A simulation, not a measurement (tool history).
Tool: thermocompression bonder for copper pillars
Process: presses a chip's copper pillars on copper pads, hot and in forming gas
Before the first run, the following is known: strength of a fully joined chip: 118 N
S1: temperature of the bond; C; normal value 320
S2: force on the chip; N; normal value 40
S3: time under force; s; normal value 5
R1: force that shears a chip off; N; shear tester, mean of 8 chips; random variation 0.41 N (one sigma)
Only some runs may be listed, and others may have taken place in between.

run	hour	S1	S2	S3	R1
1	0	320	40	5	45.2
2	10.1	320	40	5	44.5
3	19.4	320	40	5	44.3
4	28.9	320	40	5	44.4
5	34	320	40	5	44.5
6	45.5	320	40	5	43.7
7	51.8	320	44	5	48.8
8	57.5	320	44	5	48.5
9	63.8	320	40	11	59.5
10	70.3	320	40	11	59.2
11	76.3	304	40	5	36.4
12	88.1	304	40	5	36.2
13	97.5	320	40	5	44.3
14	107	320	50	5	54.3
15	114.4	320	40	5	43.8
16	124.8	305	40	5	36.3
17	136	320	40	5	43.6
18	144.1	320	25	3	21.1
19	150.7	320	25	3	21.5
# hour 153.3: force cell calibrated
20	160.9	320	25	3	21.4
21	170.5	320	25	3	21.3
22	176.2	325	25	7	31.8
23	182.9	295	50	7	45.5
# hour 192.8: force cell calibrated, once more
24	195	307	40	6	40.4
25	203.2	307	40	6	40.8
26	211.9	308	37	12	49.2
27	217.7	308	37	12	48.4
28	226.8	308	37	12	49.6
29	233.7	327	58	5	65.8
30	241.6	327	58	5	64.3
31	250.9	317	42	3	36.2
32	257.5	298	42	7	40.1
33	267.8	298	42	7	40.6
34	274.6	298	42	7	40.4

Consider 5 possible next runs. They are alternatives, not a sequence: every one starts from the tool as it was left by run 34. What does each give?
A	285.9	330	28	5	?
B	285.9	326	42	7	?
C	285.9	343	26	4	?
D	285.9	319	40	9	?
E	285.9	328	53	11	?

run	R1
A	34.4
B	54.2
C	32.9
D	53.6
E	74.9
Had the tool no hidden state, the same runs would have come out as:
run	R1
A	36.9
B	58.4
C	35.5
D	57.7
E	81.3
